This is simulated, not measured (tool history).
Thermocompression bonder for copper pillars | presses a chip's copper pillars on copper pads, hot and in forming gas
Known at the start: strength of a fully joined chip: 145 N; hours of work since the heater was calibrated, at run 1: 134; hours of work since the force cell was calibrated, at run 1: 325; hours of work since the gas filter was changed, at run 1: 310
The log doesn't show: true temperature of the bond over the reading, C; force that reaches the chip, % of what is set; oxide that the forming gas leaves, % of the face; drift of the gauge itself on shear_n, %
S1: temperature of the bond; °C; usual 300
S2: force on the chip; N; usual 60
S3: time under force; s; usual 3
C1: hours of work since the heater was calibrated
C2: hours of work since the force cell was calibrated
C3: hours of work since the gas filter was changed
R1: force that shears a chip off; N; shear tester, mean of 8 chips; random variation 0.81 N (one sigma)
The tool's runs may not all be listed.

run,day,S1,S2,S3,C1,C2,C3,R1
1,0,300,60,3,134,325,310,58.7
2,0.471,306,60,3,140,330,316,63.8
3,0.679,300,60,4,143,333,318,66.2
4,0.888,300,52,4,145,336,321,61.4
5,1.133,300,52,9,148,339,324,81.7
6,1.525,300,48,3,153,343,329,52.9
7,1.904,299,60,3,158,348,334,58.4
8,2.104,285,60,3,160,351,336,48.1
9,2.317,285,60,3,163,353,339,49.7
10,2.579,285,60,3,166,357,342,48.6
11,2.912,300,60,3,170,361,346,58.2
12,3.333,300,60,3,175,366,351,58.7
13,3.65,300,60,2,179,370,355,52.4
14,4.062,300,60,2,185,375,360,50.4
15,4.45,300,60,3,189,380,365,58.1
16,4.921,300,80,3,195,386,371,68.8
17,5.204,300,60,3,199,389,375,57.6
18,5.533,300,60,3,203,393,379,60.4
19,5.746,300,60,3,205,396,381,58.8
# day 5.996: forming gas filter changed
20,6.008,300,60,3,208,399,0,62.4
21,6.467,320,60,3,214,405,6,76.4
22,6.817,320,60,3,218,409,10,75
# day 6.904: force cell calibrated
23,7.275,310,63,3,223,5,15,67.8
24,7.475,310,63,2,226,7,18,58.4
# day 7.896: force cell calibrated, once more
25,8.008,319,60,7,232,1,23,97.4
26,8.433,319,58,7,237,7,29,96.7
27,8.846,319,58,7,242,12,34,96.5
28,9.283,300,50,3,248,17,39,56
29,9.654,270,54,3,252,22,44,37.6
30,9.862,270,54,6,255,24,46,49.8
31,10.158,270,54,6,258,28,50,50.6
32,10.583,270,54,6,264,33,55,49.4
33,10.862,283,52,2,267,37,59,37.4
34,11.246,283,52,2,272,42,64,37.4
35,11.646,329,47,2,277,47,69,64.5
36,12.062,330,49,5,282,52,74,89.4
37,12.446,295,75,8,287,57,79,87.5
38,12.867,295,75,8,292,62,84,87.2
39,13.317,289,58,2,298,67,89,42.8
40,13.629,289,58,2,302,71,93,44.2

3 ways to go on from here, each from the tool as it stands after run 40. What would each give?
A,14.05,272,58,2,307,76,99,?
B,14.05,300,53,5,307,76,99,?
C,14.05,289,56,2,307,76,99,?

run,R1
A,34.3
B,65.2
C,43.8
Without the tool's hidden state the same runs would have given:
run,R1
A,36.5
B,68.5
C,46.3

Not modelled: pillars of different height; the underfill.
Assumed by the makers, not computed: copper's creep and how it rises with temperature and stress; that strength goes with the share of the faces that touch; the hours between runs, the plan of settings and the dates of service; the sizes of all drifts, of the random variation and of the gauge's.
